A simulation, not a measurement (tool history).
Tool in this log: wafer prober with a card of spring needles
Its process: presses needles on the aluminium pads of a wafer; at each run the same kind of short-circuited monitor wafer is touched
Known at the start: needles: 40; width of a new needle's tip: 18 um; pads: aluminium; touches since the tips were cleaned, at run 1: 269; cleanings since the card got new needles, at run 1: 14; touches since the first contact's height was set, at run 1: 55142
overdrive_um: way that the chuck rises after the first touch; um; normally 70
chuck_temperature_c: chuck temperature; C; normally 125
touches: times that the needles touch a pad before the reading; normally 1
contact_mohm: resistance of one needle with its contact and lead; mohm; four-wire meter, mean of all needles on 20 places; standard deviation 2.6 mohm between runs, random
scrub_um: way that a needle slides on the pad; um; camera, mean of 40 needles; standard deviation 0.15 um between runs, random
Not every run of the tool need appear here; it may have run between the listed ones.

run     day  overdrive_um  chuck_temperature_c  touches  touches since the tips were cleaned  cleanings since the card got new needles  touches since the first contact's height was set  contact_mohm  scrub_um
  1   0.000            70                  125        1                                  269                                        14                                             55142           306     14.43
      0.292  -- tips cleaned on abrasive film
  2   0.521            70                  125        1                                 2634                                        15                                             61073           380     14.61
      0.612  -- tips cleaned on abrasive film
      0.933  -- tips cleaned on abrasive film
  3   0.967            81                  125        1                                  366                                        17                                             66077           308     17.02
      1.254  -- tips cleaned on abrasive film
  4   1.329            81                  125        1                                  882                                        18                                             70204           313     16.79
      1.567  -- tips cleaned on abrasive film
  5   1.729            81                  125        1                                 1896                                        19                                             74767           323     16.95
      1.862  -- tips cleaned on abrasive film
  6   2.033            81                  125        1                                 1963                                        20                                             78190           327     16.92
      2.162  -- tips cleaned on abrasive film
  7   2.421            81                  125        1                                 2998                                        21                                             82604           330     16.99
      2.458  -- tips cleaned on abrasive film
      2.779  -- tips cleaned on abrasive film
  8   2.779            81                  125        1                                    0                                        23                                             86601           308     16.73
      3.083  -- tips cleaned on abrasive film
  9   3.292            81                  125        1                                 2378                                        24                                             92412           333     16.77
      3.379  -- tips cleaned on abrasive film
      3.525  -- tips cleaned on abrasive film, once more
      3.829  -- tips cleaned on abrasive film
 10   3.838            70                  125        3                                  104                                        27                                             98562           307     14.14
      4.133  -- tips cleaned on abrasive film
 11   4.383            70                  125        3                                 2865                                        28                                            104788           322     14.42
      4.462  -- tips cleaned on abrasive film
 12   4.662            70                  125        3                                 2295                                        29                                            107944           320     14.56
      4.767  -- tips cleaned on abrasive film
      5.062  -- tips cleaned on abrasive film
 13   5.104            70                   32        1                                  446                                        31                                            112879           292     14.41
      5.362  -- tips cleaned on abrasive film
      5.671  -- tips cleaned on abrasive film
 14   5.671            70                   32        1                                    0                                        33                                            119301           279     14.14
      5.971  -- tips cleaned on abrasive film
 15   6.079            70                   46        1                                 1224                                        34                                            123933           312     13.82
      6.283  -- tips cleaned on abrasive film
 16   6.367            70                   46        1                                  927                                        35                                            127173           303     14.09
      6.592  -- tips cleaned on abrasive film
 17   6.817            53                   80        2                                 2592                                        36                                            132311           345     10.48
      6.888  -- tips cleaned on abrasive film
      7.196  -- tips cleaned on abrasive film
 18   7.262            53                   80        2                                  727                                        38                                            137316           314     10.34
      7.496  -- tips cleaned on abrasive film
 19   7.588            55                   80        2                                 1055                                        39                                            141017           324     10.80
      7.800  -- tips cleaned on abrasive film
 20   8.017            70                   28        1                                 2500                                        40                                            145885           323     14.17
      8.117  -- tips cleaned on abrasive film
 21   8.271            54                   28        1                                 1750                                        41                                            148743           347     10.68
      8.417  -- tips cleaned on abrasive film
      8.708  -- tips cleaned on abrasive film
 22   8.758            77                  125        3                                  543                                        43                                            154241           311     15.40
      9.038  -- tips cleaned on abrasive film
 23   9.079            59                  125        1                                  502                                        44                                            157891           333     11.68
      9.338  -- tips cleaned on abrasive film
 24   9.425            59                  125        1                                  982                                        45                                            161811           343     11.70
      9.638  -- tips cleaned on abrasive film
 25   9.904            59                   86        3                                 3082                                        46                                            167274           325     11.75
      9.954  -- tips cleaned on abrasive film
     10.279  -- tips cleaned on abrasive film
 26  10.404            54                  125        1                                 1399                                        48                                            172879           367     10.59
     10.604  -- tips cleaned on abrasive film
 27  10.879            65                  102        2                                 3123                                        49                                            178293           336     12.59
     10.925  -- tips cleaned on abrasive film
 28  11.171            65                   27        2                                 2816                                        50                                            181600           321     12.51
     11.242  -- tips cleaned on abrasive film
 29  11.462            65                   27        2                                 2535                                        51                                            184908           315     12.92
     11.567  -- tips cleaned on abrasive film
     11.858  -- tips cleaned on abrasive film
 30  11.942            65                   27        2                                  963                                        53                                            190329           298     12.97
     12.175  -- tips cleaned on abrasive film
 31  12.433            69                  106        1                                 2955                                        54                                            195909           359     13.57
     12.475  -- tips cleaned on abrasive film
     12.792  -- tips cleaned on abrasive film
 32  12.946            69                  106        1                                 1777                                        56                                            201695           345     13.22

4 ways to go on from here, each from the tool as it stands after run 32. What would each give?
     13.096  -- tips cleaned on abrasive film
  A  13.183            56                   33        2                                 1013                                        57                                            204351             ?         ?
     13.096  -- tips cleaned on abrasive film
  B  13.183            64                   41        1                                 1013                                        57                                            204351             ?         ?
     13.096  -- tips cleaned on abrasive film
  C  13.183            56                   46        2                                 1013                                        57                                            204351             ?         ?
     13.096  -- tips cleaned on abrasive film
  D  13.183            86                  106        2                                 1013                                        57                                            204351             ?         ?

run  contact_mohm  scrub_um
  A           313     10.57
  B           317     12.63
  C           314     10.77
  D           310     16.99
The same runs, with their run-to-run variation unchanged, on a tool lacking any hidden condition would have given:
run  contact_mohm  scrub_um
  A           278     11.89
  B           276     13.97
  C           280     12.09
  D           296     18.29

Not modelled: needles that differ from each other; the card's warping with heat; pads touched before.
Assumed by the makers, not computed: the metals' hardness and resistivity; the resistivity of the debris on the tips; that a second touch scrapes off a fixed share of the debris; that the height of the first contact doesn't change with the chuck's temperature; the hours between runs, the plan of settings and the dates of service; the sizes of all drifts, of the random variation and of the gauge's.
